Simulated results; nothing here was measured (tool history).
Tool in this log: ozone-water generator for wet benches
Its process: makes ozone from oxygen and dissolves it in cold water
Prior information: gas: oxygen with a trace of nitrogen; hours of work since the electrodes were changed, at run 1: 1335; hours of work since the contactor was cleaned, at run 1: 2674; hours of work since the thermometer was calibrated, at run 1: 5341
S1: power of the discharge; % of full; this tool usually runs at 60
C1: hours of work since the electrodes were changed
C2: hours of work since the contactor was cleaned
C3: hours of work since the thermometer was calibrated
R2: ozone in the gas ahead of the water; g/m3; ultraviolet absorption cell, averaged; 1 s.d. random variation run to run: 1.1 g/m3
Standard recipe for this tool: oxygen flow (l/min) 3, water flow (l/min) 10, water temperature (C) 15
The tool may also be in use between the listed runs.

run 1 hour=0 | S1=60 oxygen_flow_(l/min)=3 water_flow_(l/min)=10 water_temperature_(C)=15 | C1=1335 C2=2674 C3=5341 | dissolved_ozone_(ppm)=26.1 R2=201.5
-- hour=106.3 water thermometer calibrated
run 2 hour=192 | S1=42 oxygen_flow_(l/min)=3 water_flow_(l/min)=10 water_temperature_(C)=15 | C1=1500 C2=2840 C3=74 | dissolved_ozone_(ppm)=20.1 R2=156.2
run 3 hour=400 | S1=42 oxygen_flow_(l/min)=3 water_flow_(l/min)=10 water_temperature_(C)=15 | C1=1680 C2=3020 C3=254 | dissolved_ozone_(ppm)=20.2 R2=155.8
run 4 hour=592.4 | S1=60 oxygen_flow_(l/min)=3 water_flow_(l/min)=10 water_temperature_(C)=15 | C1=1847 C2=3186 C3=421 | dissolved_ozone_(ppm)=25.6 R2=199.7
run 5 hour=773.1 | S1=60 oxygen_flow_(l/min)=3 water_flow_(l/min)=10 water_temperature_(C)=15 | C1=2003 C2=3342 C3=577 | dissolved_ozone_(ppm)=25.8 R2=196
run 6 hour=978.6 | S1=60 oxygen_flow_(l/min)=3 water_flow_(l/min)=9 water_temperature_(C)=15 | C1=2181 C2=3520 C3=755 | dissolved_ozone_(ppm)=27.5 R2=197.8
run 7 hour=1108.8 | S1=60 oxygen_flow_(l/min)=3 water_flow_(l/min)=9 water_temperature_(C)=15 | C1=2293 C2=3633 C3=867 | dissolved_ozone_(ppm)=27.7 R2=198.1
run 8 hour=1273.5 | S1=60 oxygen_flow_(l/min)=3.61 water_flow_(l/min)=10 water_temperature_(C)=15 | C1=2436 C2=3775 C3=1010 | dissolved_ozone_(ppm)=24.9 R2=175.6
run 9 hour=1501.3 | S1=60 oxygen_flow_(l/min)=3.61 water_flow_(l/min)=10 water_temperature_(C)=14 | C1=2633 C2=3972 C3=1207 | dissolved_ozone_(ppm)=25.1 R2=175.6
run 10 hour=1663.5 | S1=66 oxygen_flow_(l/min)=3.61 water_flow_(l/min)=10 water_temperature_(C)=14 | C1=2773 C2=4113 C3=1347 | dissolved_ozone_(ppm)=26.9 R2=186.9
run 11 hour=1877.3 | S1=60 oxygen_flow_(l/min)=3 water_flow_(l/min)=10 water_temperature_(C)=14 | C1=2958 C2=4298 C3=1532 | dissolved_ozone_(ppm)=25.3 R2=193.9
run 12 hour=2037.3 | S1=60 oxygen_flow_(l/min)=4.11 water_flow_(l/min)=10 water_temperature_(C)=22 | C1=3097 C2=4436 C3=1671 | dissolved_ozone_(ppm)=21.3 R2=162.3
run 13 hour=2144.5 | S1=60 oxygen_flow_(l/min)=4.11 water_flow_(l/min)=10 water_temperature_(C)=22 | C1=3189 C2=4529 C3=1763 | dissolved_ozone_(ppm)=21.5 R2=160.5
run 14 hour=2298.2 | S1=60 oxygen_flow_(l/min)=5.35 water_flow_(l/min)=10 water_temperature_(C)=22 | C1=3322 C2=4662 C3=1896 | dissolved_ozone_(ppm)=19.6 R2=138.5
run 15 hour=2516.3 | S1=60 oxygen_flow_(l/min)=5.35 water_flow_(l/min)=10 water_temperature_(C)=22 | C1=3511 C2=4851 C3=2085 | dissolved_ozone_(ppm)=20 R2=138.1
run 16 hour=2701.5 | S1=60 oxygen_flow_(l/min)=3 water_flow_(l/min)=12 water_temperature_(C)=18 | C1=3671 C2=5011 C3=2245 | dissolved_ozone_(ppm)=20.2 R2=192.5

The next listed run, before its measurement:
run 17 hour=2841.5 | S1=63 oxygen_flow_(l/min)=2.34 water_flow_(l/min)=8 water_temperature_(C)=10 | C1=3792 C2=5132 C3=2366 | dissolved_ozone_(ppm)=? R2=?

{"run 17": {"dissolved ozone (ppm)": 32.9, "R2": 229.8}}
Without the tool's hidden state the same run would have given dissolved ozone (ppm) 36.1, R2 242.8 g/m3.
